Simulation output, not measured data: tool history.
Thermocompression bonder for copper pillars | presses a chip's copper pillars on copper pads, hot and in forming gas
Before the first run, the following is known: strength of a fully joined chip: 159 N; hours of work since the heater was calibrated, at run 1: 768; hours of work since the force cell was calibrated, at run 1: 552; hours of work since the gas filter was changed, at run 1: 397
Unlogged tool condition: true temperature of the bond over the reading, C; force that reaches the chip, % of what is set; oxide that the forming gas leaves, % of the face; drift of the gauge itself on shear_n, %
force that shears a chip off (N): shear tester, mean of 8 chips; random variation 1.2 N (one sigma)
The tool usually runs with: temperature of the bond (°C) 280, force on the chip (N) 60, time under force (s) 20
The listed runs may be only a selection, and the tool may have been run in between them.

run	day	temperature of the bond (°C)	force on the chip (N)	time under force (s)	hours of work since the heater was calibrated	hours of work since the force cell was calibrated	hours of work since the gas filter was changed	force that shears a chip off (N)
1	0	280	60	20	768	552	397	92
2	0.346	280	60	20	775	559	404	89.1
3	1.083	280	60	20	789	573	418	92.1
4	1.667	280	60	20	800	584	429	88.8
5	2.179	280	60	20	810	594	439	88.5
6	2.988	280	49	20	825	610	454	77.2
7	3.342	280	49	20	832	616	461	79.1
8	3.921	280	49	20	843	628	472	80.1
9	4.488	263	60	20	854	638	483	74.1
# day 5.042: forming gas filter changed
10	5.267	263	60	20	868	653	4	83
11	5.983	263	60	20	882	667	18	84.6
12	6.575	263	60	20	893	678	29	82.8
13	7.25	263	60	20	906	691	42	81.4
14	8.004	263	60	20	921	705	57	81.9
15	8.829	285	60	20	937	721	73	100
# day 8.962: heater calibrated with a thermocouple chip
16	9.388	285	60	20	8	730	82	99.5
17	10.029	285	79	20	20	743	94	111.4
# day 10.512: heater calibrated with a thermocouple chip, once more
18	10.888	285	79	20	7	757	109	115.8
19	11.258	285	79	20	14	765	116	114.1
20	11.758	280	46	20	24	774	126	84.5
21	12.25	280	46	20	33	784	135	82.5

Estimate the outcome of run 22 from the log above:
22	12.7	250	64	20	42	792	144	?

{"run 22": {"force that shears a chip off (N)": 72}}
If the tool had no hidden condition, the same run with the same run-to-run variation would have returned force that shears a chip off (N) 77.9.

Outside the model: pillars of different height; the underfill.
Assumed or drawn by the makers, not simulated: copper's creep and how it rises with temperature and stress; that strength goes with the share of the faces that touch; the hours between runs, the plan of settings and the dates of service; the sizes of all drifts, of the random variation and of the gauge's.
